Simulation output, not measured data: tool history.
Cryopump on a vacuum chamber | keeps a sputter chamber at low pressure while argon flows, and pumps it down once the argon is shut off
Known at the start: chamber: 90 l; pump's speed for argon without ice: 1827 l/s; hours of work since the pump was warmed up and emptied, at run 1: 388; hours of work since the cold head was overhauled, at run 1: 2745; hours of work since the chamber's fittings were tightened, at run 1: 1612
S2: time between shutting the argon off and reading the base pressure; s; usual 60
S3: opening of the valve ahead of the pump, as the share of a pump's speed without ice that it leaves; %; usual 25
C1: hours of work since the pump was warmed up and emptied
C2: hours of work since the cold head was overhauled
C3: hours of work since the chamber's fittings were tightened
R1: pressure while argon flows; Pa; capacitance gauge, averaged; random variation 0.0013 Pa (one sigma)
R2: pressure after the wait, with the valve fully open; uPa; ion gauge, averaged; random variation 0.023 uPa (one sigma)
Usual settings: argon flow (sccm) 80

run 1 day=0 | argon_flow_(sccm)=80 S2=60 S3=25 | C1=388 C2=2745 C3=1612 | R1=0.3188 R2=2.25
run 2 day=2.517 | argon_flow_(sccm)=80 S2=60 S3=25 | C1=432 C2=2789 C3=1655 | R1=0.3222 R2=2.38
run 3 day=6.483 | argon_flow_(sccm)=102 S2=60 S3=25 | C1=501 C2=2858 C3=1724 | R1=0.4182 R2=2.58
-- day=8.871 pump warmed up, emptied and cooled again
run 4 day=9.054 | argon_flow_(sccm)=135 S2=60 S3=25 | C1=3 C2=2899 C3=1765 | R1=0.5071 R2=2.04
run 5 day=12.4 | argon_flow_(sccm)=135 S2=60 S3=25 | C1=61 C2=2957 C3=1823 | R1=0.5132 R2=2.19
run 6 day=16.542 | argon_flow_(sccm)=80 S2=60 S3=25 | C1=133 C2=3029 C3=1895 | R1=0.3059 R2=2.25
run 7 day=20.092 | argon_flow_(sccm)=80 S2=60 S3=25 | C1=195 C2=3090 C3=1957 | R1=0.3065 R2=2.44
run 8 day=23.054 | argon_flow_(sccm)=64 S2=60 S3=25 | C1=246 C2=3142 C3=2008 | R1=0.2488 R2=2.49
run 9 day=25.658 | argon_flow_(sccm)=64 S2=60 S3=25 | C1=291 C2=3187 C3=2053 | R1=0.2527 R2=2.54
run 10 day=29.358 | argon_flow_(sccm)=64 S2=60 S3=25 | C1=355 C2=3251 C3=2117 | R1=0.2572 R2=2.73
run 11 day=32.35 | argon_flow_(sccm)=150 S2=124 S3=34 | C1=407 C2=3303 C3=2169 | R1=0.456 R2=2.52
run 12 day=35.779 | argon_flow_(sccm)=40 S2=39 S3=16 | C1=467 C2=3362 C3=2229 | R1=0.2475 R2=3.24
run 13 day=37.504 | argon_flow_(sccm)=80 S2=164 S3=31 | C1=497 C2=3392 C3=2259 | R1=0.2716 R2=2.72

Run 14 comes next. What will it give?
-- day=40.104 pump warmed up, emptied and cooled again
run 14 day=41.567 | argon_flow_(sccm)=80 S2=164 S3=31 | C1=25 C2=3459 C3=2326 | R1=? R2=?

{"run 14": {"R1": 0.2401, "R2": 2.14}}
Without the tool's hidden state the same run would have given R1 0.2356 Pa, R2 0.41 uPa.
